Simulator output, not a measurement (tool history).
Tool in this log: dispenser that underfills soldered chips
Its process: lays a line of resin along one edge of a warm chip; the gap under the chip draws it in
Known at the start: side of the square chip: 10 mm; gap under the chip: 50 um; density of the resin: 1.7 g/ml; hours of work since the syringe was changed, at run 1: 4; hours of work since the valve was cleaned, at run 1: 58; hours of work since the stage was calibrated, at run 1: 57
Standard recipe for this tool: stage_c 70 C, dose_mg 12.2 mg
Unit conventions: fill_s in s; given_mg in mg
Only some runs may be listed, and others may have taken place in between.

| run | hour | stage_c | dose_mg | hours of work since the syringe was changed | hours of work since the valve was cleaned | hours of work since the stage was calibrated | fill_s | given_mg |
|---|---|---|---|---|---|---|---|---|
| 1 | 0.0 | 70 | 12.2 | 4 | 58 | 57 | 140.9 | 11.73 |
|  | 6.1 | new syringe of resin |
| 2 | 13.7 | 70 | 13.9 | 5 | 67 | 66 | 151.5 | 13.37 |
|  | 17.5 | new syringe of resin |
| 3 | 23.6 | 70 | 13.9 | 4 | 74 | 73 | 146.1 | 13.10 |
|  | 28.9 | new syringe of resin |
| 4 | 35.6 | 70 | 13.9 | 5 | 82 | 81 | 147.3 | 13.30 |
|  | 39.8 | new syringe of resin |
| 5 | 41.5 | 70 | 14.2 | 1 | 86 | 84 | 112.9 | 13.23 |
|  | 51.1 | new syringe of resin |
| 6 | 51.9 | 70 | 14.2 | 1 | 93 | 91 | 112.7 | 13.33 |
|  | 62.3 | new syringe of resin |
| 7 | 64.3 | 70 | 12.2 | 1 | 101 | 100 | 124.4 | 11.31 |
|  | 73.4 | new syringe of resin |
| 8 | 75.7 | 70 | 12.2 | 2 | 109 | 107 | 124.7 | 11.19 |
| 9 | 82.7 | 72 | 12.2 | 6 | 114 | 112 | 167.1 | 11.25 |
|  | 84.7 | new syringe of resin |
| 10 | 92.6 | 72 | 11.5 | 5 | 120 | 119 | 152.1 | 10.47 |
|  | 96.2 | new syringe of resin |
| 11 | 101.0 | 70 | 12.2 | 3 | 126 | 124 | 143.8 | 11.00 |
|  | 107.7 | new syringe of resin |
| 12 | 109.8 | 70 | 14.9 | 1 | 132 | 130 | 118.0 | 13.55 |
|  | 116.2 | dispensing valve cleaned and set on the balance |
|  | 120.0 | new syringe of resin |
| 13 | 124.3 | 82 | 12.2 | 3 | 5 | 139 | 72.6 | 12.20 |
|  | 131.3 | new syringe of resin |
| 14 | 132.0 | 80 | 14.4 | 1 | 11 | 145 | 65.6 | 14.32 |
| 15 | 140.2 | 60 | 14.6 | 6 | 16 | 150 | 295.8 | 14.38 |
|  | 142.3 | new syringe of resin |
| 16 | 147.9 | 82 | 10.7 | 4 | 21 | 155 | 78.8 | 10.40 |
|  | 153.9 | new syringe of resin |
| 17 | 157.8 | 59 | 10.9 | 3 | 28 | 162 | 255.8 | 10.54 |
|  | 165.5 | new syringe of resin |
| 18 | 169.6 | 73 | 13.4 | 3 | 36 | 170 | 111.9 | 13.01 |
|  | 176.6 | new syringe of resin |
| 19 | 180.5 | 63 | 11.6 | 3 | 43 | 177 | 206.8 | 11.25 |
|  | 188.4 | new syringe of resin |
| 20 | 194.0 | 63 | 11.6 | 4 | 52 | 186 | 220.8 | 11.18 |
|  | 199.7 | new syringe of resin |
| 21 | 204.3 | 63 | 11.6 | 3 | 59 | 193 | 202.9 | 11.08 |
|  | 211.5 | new syringe of resin |
| 22 | 217.4 | 69 | 13.3 | 4 | 68 | 202 | 157.0 | 12.64 |
|  | 222.5 | new syringe of resin |
| 23 | 231.0 | 61 | 11.8 | 6 | 77 | 211 | 291.0 | 11.01 |
|  | 233.6 | new syringe of resin |
| 24 | 239.7 | 61 | 12.1 | 4 | 83 | 217 | 254.0 | 11.32 |

Each row is a separate what-if for the run after 24, all from the same tool condition, not one after another. Results?
|  | 245.4 | new syringe of resin |
| A | 252.9 | 62 | 12.1 | 5 | 92 | 226 | ? | ? |
|  | 245.4 | new syringe of resin |
| B | 252.9 | 61 | 11.6 | 5 | 92 | 226 | ? | ? |
|  | 245.4 | new syringe of resin |
| C | 252.9 | 79 | 11.0 | 5 | 92 | 226 | ? | ? |
|  | 245.4 | new syringe of resin |
| D | 252.9 | 61 | 12.8 | 5 | 92 | 226 | ? | ? |

| run | fill_s | given_mg |
|---|---|---|
| A | 257.8 | 11.25 |
| B | 276.2 | 10.82 |
| C | 108.8 | 10.28 |
| D | 273.6 | 11.95 |
Had the tool no hidden state, the same runs would have come out as:
| run | fill_s | given_mg |
|---|---|---|
| A | 163.0 | 12.07 |
| B | 174.2 | 11.60 |
| C | 68.4 | 11.02 |
| D | 173.6 | 12.81 |
